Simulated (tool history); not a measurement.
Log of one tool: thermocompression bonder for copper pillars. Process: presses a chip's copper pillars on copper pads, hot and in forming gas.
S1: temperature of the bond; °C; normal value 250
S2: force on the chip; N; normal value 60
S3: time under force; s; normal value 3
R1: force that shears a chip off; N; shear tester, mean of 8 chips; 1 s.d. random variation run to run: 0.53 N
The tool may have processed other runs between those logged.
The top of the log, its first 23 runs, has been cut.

run,hour,S1,S2,S3,R1
24,176,233,60,5,69.9
25,183.4,233,60,5,70.6
26,190.3,233,60,5,70.6
27,197.3,231,60,2,48.4
28,204.2,279,53,2,84.6
29,209.6,250,76,3,81
30,216.5,250,85,3,85.2
31,223.2,250,42,6,78.9
32,233,250,42,6,78
33,237.9,250,42,6,78.6
34,245.5,250,69,3,78.1
35,250.9,250,69,3,78.4
36,258.4,250,69,3,77.2

Run 37, settings as shown, results not yet in. Your forecast:
37,267.7,250,69,3,?

For run 37 the tool returned R1 78.9 N.
Take away the tool's hidden state, keep the run-to-run variation as it was, and the same run would have given R1 78.4 N.
